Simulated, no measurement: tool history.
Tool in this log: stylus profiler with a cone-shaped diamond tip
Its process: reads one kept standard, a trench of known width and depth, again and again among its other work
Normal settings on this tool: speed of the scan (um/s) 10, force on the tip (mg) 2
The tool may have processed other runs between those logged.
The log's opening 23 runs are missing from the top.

run,hour,speed of the scan (um/s),force on the tip (mg),scans with this tip,hours of work since the height scale was calibrated,depth of the trench (Å),width of the trench's floor (µm)
24,257.2,10,2,3355,298,5040,97.02
25,264.4,10,2,3401,302,5040.2,96.97
26,279.7,31,2.59,3501,311,5046.4,96.93
# hour 281.6: height scale calibrated on a step standard
27,290.4,31,2.59,3567,5,5049.6,96.95
28,299.8,3,4.45,3628,11,5068.5,97.01
29,309.9,3,2,3694,16,5044.3,96.98
30,323.5,13,2.1,3782,24,5044.5,97.01
31,332.1,39,2,3838,29,5043.4,96.91
32,345.3,4,1.48,3924,37,5037.6,96.91
33,353.5,4,1.48,3977,42,5037,96.98
# hour 363.2: height scale calibrated on a step standard, once more
34,366.7,7,2.16,4060,2,5035.6,96.89
35,380.2,7,2.16,4147,10,5036.1,96.93
36,392.7,7,2.16,4229,17,5035.8,96.86
37,401.6,3,2.37,4286,22,5038.1,96.88
38,413,10,2.52,4361,29,5041,96.9
39,422.9,4,2.47,4425,35,5039.7,96.89
40,431.4,4,2.47,4481,39,5040.1,96.93
41,439.4,2,1.9,4533,44,5033.9,96.87
42,450.7,8,5.5,4606,51,5066.9,96.87
43,462.1,18,5.5,4680,57,5067.7,96.86
44,475.1,5,1.06,4765,65,5024,96.91
45,482.7,5,1.06,4815,69,5023.5,96.86
46,497.5,5,1.06,4910,78,5023.5,96.8
47,507.4,38,1.12,4975,83,5024.8,96.77

3 ways to go on from here, each from the tool as it stands after run 47. What would each give?
A,520.3,3,2.99,5058,91,?,?
B,520.3,10,4.14,5058,91,?,?
C,520.3,4,2.99,5058,91,?,?

run,depth of the trench (Å),width of the trench's floor (µm)
A,5045.2,96.84
B,5058.2,96.87
C,5045.7,96.85
What these runs would have given with no unlogged condition in the tool:
run,depth of the trench (Å),width of the trench's floor (µm)
A,5043.8,97.36
B,5056.8,97.39
C,5044.2,97.37
